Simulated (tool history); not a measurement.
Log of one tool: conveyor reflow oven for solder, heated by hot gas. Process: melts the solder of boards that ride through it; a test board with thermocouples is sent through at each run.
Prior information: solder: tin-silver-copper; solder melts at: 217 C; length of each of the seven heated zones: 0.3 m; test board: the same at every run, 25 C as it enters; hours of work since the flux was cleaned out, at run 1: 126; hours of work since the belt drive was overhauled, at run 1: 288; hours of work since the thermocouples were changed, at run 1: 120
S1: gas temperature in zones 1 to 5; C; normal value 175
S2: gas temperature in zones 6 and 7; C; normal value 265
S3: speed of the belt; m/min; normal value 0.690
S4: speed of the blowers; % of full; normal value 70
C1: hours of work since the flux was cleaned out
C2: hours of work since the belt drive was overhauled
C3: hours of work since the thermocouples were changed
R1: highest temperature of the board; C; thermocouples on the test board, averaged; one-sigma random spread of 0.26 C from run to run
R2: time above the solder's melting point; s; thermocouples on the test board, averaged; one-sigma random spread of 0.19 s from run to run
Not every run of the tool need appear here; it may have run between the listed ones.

run	day	S1	S2	S3	S4	C1	C2	C3	R1	R2
1	0.000	175	265	0.690	70	126	288	120	244.3	33.9
2	1.804	175	265	0.690	79	156	317	149	245.4	36.0
3	3.408	175	265	0.690	79	182	343	175	246.1	35.2
4	5.204	190	265	0.690	79	211	372	204	249.2	42.0
5	6.471	190	265	0.690	79	231	393	225	248.5	41.3
6	8.121	190	265	0.690	79	258	420	251	249.1	41.6
7	8.929	190	265	0.690	79	271	433	265	248.6	41.5
8	9.904	190	265	0.690	79	287	449	280	248.2	41.7
9	11.262	190	265	0.690	79	309	471	302	248.4	41.9
10	13.054	164	265	0.690	70	338	500	331	240.6	29.0
11	13.954	164	278	0.690	70	353	514	346	251.7	35.7
12	15.633	164	278	0.690	70	380	541	373	251.2	35.6
13	17.046	180	265	0.690	70	403	564	396	244.1	35.5
14	18.012	180	265	0.690	70	418	580	412	244.8	35.2
15	19.071	166	265	0.690	70	435	597	429	240.9	29.2
# day 20.012: flux residue cleaned out of gas plates and filters
16	21.200	166	265	0.690	70	19	628	460	243.6	31.8
# day 21.454: belt drive overhauled, speed set with a stopwatch
17	22.758	166	265	0.690	70	42	21	483	244.1	31.9
18	24.246	166	265	0.690	70	66	45	507	243.1	31.8
19	25.358	175	255	0.804	70	84	63	525	231.7	19.8
20	26.875	175	255	0.804	70	108	88	549	232.0	19.6
# day 27.854: belt drive overhauled, speed set with a stopwatch, once more
21	28.788	161	265	0.551	72	137	15	578	250.1	44.3
22	30.204	187	278	0.551	55	160	38	601	261.8	57.5
23	32.083	172	263	0.558	60	190	69	631	246.7	43.9
24	33.971	185	254	0.710	72	221	99	662	237.3	30.2
25	35.204	185	264	0.710	66	241	119	682	243.9	35.0
26	36.204	185	264	0.710	66	257	135	698	243.6	34.7
27	37.829	185	260	0.710	66	283	162	724	240.3	32.5
28	38.904	185	260	0.710	66	301	179	741	240.2	32.2
29	39.833	185	260	0.723	71	316	194	757	240.7	32.0
30	41.508	185	260	0.723	71	343	221	784	241.0	32.1
31	42.412	185	260	0.723	71	358	236	798	240.8	32.2

Entry by entry between the runs, the difference in hidden state between the last listed run before and the first listed run after:
Logged between run 15 and run 16: flux residue cleaned out of gas plates and filters (day 20.012)
  heat that the gas passes to the board, % of a clean oven's: 91.8 -> 99.2; belt's true speed, % of the reading: 98.66 -> 98.59; true gas temperature in zones 6 and 7 over the reading, C: -0.17 -> -0.12
  measured less the result without the state, R1: -2.3 -> +0.2 C; R2: -1.5 -> +0.6 s
Logged between run 16 and run 17: belt drive overhauled, speed set with a stopwatch (day 21.454)
  heat that the gas passes to the board, % of a clean oven's: 99.2 -> 98.8; belt's true speed, % of the reading: 98.59 -> 98.1; true gas temperature in zones 6 and 7 over the reading, C: -0.12 -> -0.08
  measured less the result without the state, R1: +0.2 -> +0.3 C; R2: +0.6 -> +0.8 s
Logged between run 20 and run 21: belt drive overhauled, speed set with a stopwatch, once more (day 27.854)
  heat that the gas passes to the board, % of a clean oven's: 97.6 -> 97; belt's true speed, % of the reading: 97.95 -> 100.16; true gas temperature in zones 6 and 7 over the reading, C: 0.03 -> 0.07
  measured less the result without the state, R1: +0.0 -> -0.7 C; R2: +0.5 -> -0.7 s
